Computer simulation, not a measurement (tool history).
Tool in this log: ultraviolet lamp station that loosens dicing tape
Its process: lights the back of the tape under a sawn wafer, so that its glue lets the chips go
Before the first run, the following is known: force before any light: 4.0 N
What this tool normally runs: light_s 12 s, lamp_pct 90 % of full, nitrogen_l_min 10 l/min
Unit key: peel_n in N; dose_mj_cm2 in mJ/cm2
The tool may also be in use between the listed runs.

run 1 hour=0.0 | light_s=12 lamp_pct=90 nitrogen_l_min=10 | peel_n=0.376 dose_mj_cm2=497
run 2 hour=9.4 | light_s=12 lamp_pct=90 nitrogen_l_min=10 | peel_n=0.390 dose_mj_cm2=490
run 3 hour=18.1 | light_s=12 lamp_pct=90 nitrogen_l_min=10 | peel_n=0.377 dose_mj_cm2=491
run 4 hour=35.3 | light_s=12 lamp_pct=90 nitrogen_l_min=10 | peel_n=0.398 dose_mj_cm2=493
run 5 hour=47.1 | light_s=12 lamp_pct=90 nitrogen_l_min=10 | peel_n=0.390 dose_mj_cm2=493
-- hour=48.7 window cleaned of glue's vapour
run 6 hour=58.2 | light_s=12 lamp_pct=90 nitrogen_l_min=10 | peel_n=0.396 dose_mj_cm2=483
run 7 hour=71.0 | light_s=12 lamp_pct=96 nitrogen_l_min=5 | peel_n=0.528 dose_mj_cm2=519
run 8 hour=85.6 | light_s=7 lamp_pct=90 nitrogen_l_min=3 | peel_n=1.414 dose_mj_cm2=282
run 9 hour=105.5 | light_s=12 lamp_pct=67 nitrogen_l_min=4 | peel_n=1.010 dose_mj_cm2=359
run 10 hour=113.8 | light_s=10 lamp_pct=70 nitrogen_l_min=4 | peel_n=1.134 dose_mj_cm2=312

Run 11, settings as shown, results not yet in. Your forecast:
run 11 hour=122.5 | light_s=20 lamp_pct=90 nitrogen_l_min=10 | peel_n=? dose_mj_cm2=?

{"run 11": {"peel_n": 0.256, "dose_mj_cm2": 801}}
On a tool with no hidden condition, and with the same random variation, this run would have come out at peel_n 0.247 N, dose_mj_cm2 907 mJ/cm2.

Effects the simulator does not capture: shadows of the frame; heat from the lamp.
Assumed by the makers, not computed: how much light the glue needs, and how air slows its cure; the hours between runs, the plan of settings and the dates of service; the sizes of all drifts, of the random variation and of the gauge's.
